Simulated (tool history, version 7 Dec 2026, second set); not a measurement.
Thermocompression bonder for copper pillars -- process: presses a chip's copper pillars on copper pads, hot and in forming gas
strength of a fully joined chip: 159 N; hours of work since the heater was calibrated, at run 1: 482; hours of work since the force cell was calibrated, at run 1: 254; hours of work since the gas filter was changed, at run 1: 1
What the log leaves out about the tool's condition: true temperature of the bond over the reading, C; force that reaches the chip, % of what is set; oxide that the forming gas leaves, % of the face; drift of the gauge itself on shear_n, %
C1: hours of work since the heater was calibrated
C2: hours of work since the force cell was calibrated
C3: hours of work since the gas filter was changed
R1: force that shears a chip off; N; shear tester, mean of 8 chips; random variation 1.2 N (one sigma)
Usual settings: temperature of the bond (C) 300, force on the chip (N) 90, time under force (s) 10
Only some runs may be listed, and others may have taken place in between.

run 1 hour=0.0 | temperature_of_the_bond_(C)=300 force_on_the_chip_(N)=90 time_under_force_(s)=10 | C1=482 C2=254 C3=1 | R1=105.1
run 2 hour=12.7 | temperature_of_the_bond_(C)=300 force_on_the_chip_(N)=90 time_under_force_(s)=9 | C1=489 C2=261 C3=8 | R1=103.0
run 3 hour=33.1 | temperature_of_the_bond_(C)=300 force_on_the_chip_(N)=90 time_under_force_(s)=9 | C1=500 C2=273 C3=20 | R1=101.9
run 4 hour=42.4 | temperature_of_the_bond_(C)=287 force_on_the_chip_(N)=90 time_under_force_(s)=9 | C1=505 C2=278 C3=25 | R1=94.3
run 5 hour=60.5 | temperature_of_the_bond_(C)=300 force_on_the_chip_(N)=90 time_under_force_(s)=27 | C1=515 C2=288 C3=35 | R1=132.6
run 6 hour=75.9 | temperature_of_the_bond_(C)=300 force_on_the_chip_(N)=90 time_under_force_(s)=27 | C1=523 C2=296 C3=43 | R1=133.4
run 7 hour=89.2 | temperature_of_the_bond_(C)=311 force_on_the_chip_(N)=90 time_under_force_(s)=10 | C1=531 C2=303 C3=50 | R1=114.0
run 8 hour=99.0 | temperature_of_the_bond_(C)=311 force_on_the_chip_(N)=90 time_under_force_(s)=10 | C1=536 C2=309 C3=56 | R1=112.2
run 9 hour=120.8 | temperature_of_the_bond_(C)=311 force_on_the_chip_(N)=90 time_under_force_(s)=10 | C1=548 C2=321 C3=68 | R1=112.7
run 10 hour=135.4 | temperature_of_the_bond_(C)=311 force_on_the_chip_(N)=90 time_under_force_(s)=10 | C1=556 C2=329 C3=76 | R1=112.3
run 11 hour=147.4 | temperature_of_the_bond_(C)=300 force_on_the_chip_(N)=90 time_under_force_(s)=10 | C1=563 C2=335 C3=82 | R1=104.5
run 12 hour=162.8 | temperature_of_the_bond_(C)=300 force_on_the_chip_(N)=90 time_under_force_(s)=10 | C1=571 C2=344 C3=91 | R1=105.4
run 13 hour=182.0 | temperature_of_the_bond_(C)=300 force_on_the_chip_(N)=90 time_under_force_(s)=10 | C1=582 C2=354 C3=101 | R1=109.2
-- hour=190.7 forming gas filter changed
run 14 hour=203.2 | temperature_of_the_bond_(C)=300 force_on_the_chip_(N)=90 time_under_force_(s)=10 | C1=593 C2=366 C3=7 | R1=104.6
run 15 hour=221.9 | temperature_of_the_bond_(C)=312 force_on_the_chip_(N)=111 time_under_force_(s)=15 | C1=603 C2=376 C3=17 | R1=136.3
run 16 hour=240.3 | temperature_of_the_bond_(C)=293 force_on_the_chip_(N)=65 time_under_force_(s)=12 | C1=613 C2=386 C3=27 | R1=88.6
run 17 hour=256.8 | temperature_of_the_bond_(C)=293 force_on_the_chip_(N)=65 time_under_force_(s)=12 | C1=622 C2=395 C3=36 | R1=88.4
run 18 hour=274.7 | temperature_of_the_bond_(C)=307 force_on_the_chip_(N)=104 time_under_force_(s)=6 | C1=632 C2=405 C3=46 | R1=102.4
run 19 hour=287.4 | temperature_of_the_bond_(C)=277 force_on_the_chip_(N)=85 time_under_force_(s)=10 | C1=639 C2=412 C3=53 | R1=86.6
run 20 hour=304.6 | temperature_of_the_bond_(C)=289 force_on_the_chip_(N)=57 time_under_force_(s)=10 | C1=649 C2=421 C3=63 | R1=74.6
run 21 hour=317.1 | temperature_of_the_bond_(C)=273 force_on_the_chip_(N)=90 time_under_force_(s)=15 | C1=656 C2=428 C3=69 | R1=99.7
run 22 hour=330.5 | temperature_of_the_bond_(C)=273 force_on_the_chip_(N)=90 time_under_force_(s)=15 | C1=663 C2=436 C3=77 | R1=99.3
run 23 hour=349.2 | temperature_of_the_bond_(C)=273 force_on_the_chip_(N)=90 time_under_force_(s)=15 | C1=673 C2=446 C3=87 | R1=99.1
run 24 hour=365.7 | temperature_of_the_bond_(C)=272 force_on_the_chip_(N)=70 time_under_force_(s)=8 | C1=682 C2=455 C3=96 | R1=68.0
run 25 hour=381.5 | temperature_of_the_bond_(C)=300 force_on_the_chip_(N)=57 time_under_force_(s)=10 | C1=691 C2=464 C3=105 | R1=80.4
-- hour=383.8 forming gas filter changed
run 26 hour=395.2 | temperature_of_the_bond_(C)=300 force_on_the_chip_(N)=61 time_under_force_(s)=21 | C1=698 C2=471 C3=6 | R1=104.9

Take each entry between the runs: how does the hidden state at the last listed run before it differ from the hidden state at the first listed run after it?
Runs 13 to 14: forming gas filter changed (hour 190.7)
  true temperature of the bond over the reading, C: -0.2 -> -0.3; oxide that the forming gas leaves, % of the face: 0.87 -> 0.52
Runs 25 to 26: forming gas filter changed (hour 383.8)
  oxide that the forming gas leaves, % of the face: 0.87 -> 0.53

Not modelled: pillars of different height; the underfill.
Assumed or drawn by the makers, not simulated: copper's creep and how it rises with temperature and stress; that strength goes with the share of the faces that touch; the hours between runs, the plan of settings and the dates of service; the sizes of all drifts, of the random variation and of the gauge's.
